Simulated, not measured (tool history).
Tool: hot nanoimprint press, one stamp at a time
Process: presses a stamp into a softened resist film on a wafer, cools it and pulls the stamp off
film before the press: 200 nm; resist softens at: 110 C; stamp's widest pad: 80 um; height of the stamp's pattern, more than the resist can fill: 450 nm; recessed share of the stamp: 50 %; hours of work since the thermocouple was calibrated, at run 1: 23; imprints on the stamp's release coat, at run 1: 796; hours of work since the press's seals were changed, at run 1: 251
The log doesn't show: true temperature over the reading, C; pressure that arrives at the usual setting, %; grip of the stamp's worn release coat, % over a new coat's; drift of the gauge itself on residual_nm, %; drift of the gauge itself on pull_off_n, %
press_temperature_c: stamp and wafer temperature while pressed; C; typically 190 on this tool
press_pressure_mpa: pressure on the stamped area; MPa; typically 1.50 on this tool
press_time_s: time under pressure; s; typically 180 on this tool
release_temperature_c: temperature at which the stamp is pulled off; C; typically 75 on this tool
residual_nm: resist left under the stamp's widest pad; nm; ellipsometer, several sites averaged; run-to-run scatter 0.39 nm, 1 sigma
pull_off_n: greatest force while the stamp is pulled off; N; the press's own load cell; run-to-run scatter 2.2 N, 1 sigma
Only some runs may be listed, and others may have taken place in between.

| run | hour | press_temperature_c | press_pressure_mpa | press_time_s | release_temperature_c | hours of work since the thermocouple was calibrated | imprints on the stamp's release coat | hours of work since the press's seals were changed | residual_nm | pull_off_n |
|---|---|---|---|---|---|---|---|---|---|---|
| 1 | 0.0 | 190 | 1.50 | 180 | 75 | 23 | 796 | 251 | 94.3 | 206 |
| 2 | 11.1 | 190 | 1.50 | 180 | 67 | 27 | 810 | 255 | 94.6 | 215 |
| 3 | 20.7 | 184 | 1.50 | 180 | 75 | 31 | 822 | 259 | 119.4 | 206 |
| 4 | 36.2 | 190 | 1.50 | 180 | 80 | 37 | 842 | 265 | 94.4 | 199 |
| 5 | 47.3 | 190 | 1.50 | 180 | 75 | 42 | 856 | 270 | 94.0 | 203 |
| 6 | 61.2 | 196 | 1.50 | 180 | 75 | 47 | 874 | 275 | 74.1 | 208 |
| 7 | 72.1 | 196 | 1.50 | 180 | 75 | 52 | 888 | 279 | 73.6 | 208 |
| 8 | 81.6 | 196 | 1.50 | 204 | 75 | 55 | 900 | 283 | 70.1 | 213 |
| 9 | 95.0 | 190 | 1.50 | 327 | 61 | 61 | 917 | 289 | 76.6 | 222 |
| 10 | 109.2 | 190 | 1.50 | 327 | 61 | 66 | 935 | 294 | 76.5 | 224 |
| 11 | 123.1 | 190 | 1.50 | 327 | 61 | 72 | 953 | 300 | 76.4 | 225 |

What if the next run were any one of these 4? Each begins from the tool's condition after run 11:
| A | 136.7 | 190 | 1.40 | 327 | 77 | 77 | 970 | 305 | ? | ? |
| B | 136.7 | 190 | 1.50 | 118 | 61 | 77 | 970 | 305 | ? | ? |
| C | 136.7 | 190 | 1.65 | 151 | 75 | 77 | 970 | 305 | ? | ? |
| D | 136.7 | 187 | 1.50 | 180 | 75 | 77 | 970 | 305 | ? | ? |

| run | residual_nm | pull_off_n |
|---|---|---|
| A | 79.7 | 210 |
| B | 108.0 | 221 |
| C | 95.2 | 206 |
| D | 106.3 | 210 |
Without the tool's unlogged condition, the same runs would have read:
| run | residual_nm | pull_off_n |
|---|---|---|
| A | 79.2 | 190 |
| B | 107.4 | 200 |
| C | 94.5 | 187 |
| D | 105.7 | 190 |

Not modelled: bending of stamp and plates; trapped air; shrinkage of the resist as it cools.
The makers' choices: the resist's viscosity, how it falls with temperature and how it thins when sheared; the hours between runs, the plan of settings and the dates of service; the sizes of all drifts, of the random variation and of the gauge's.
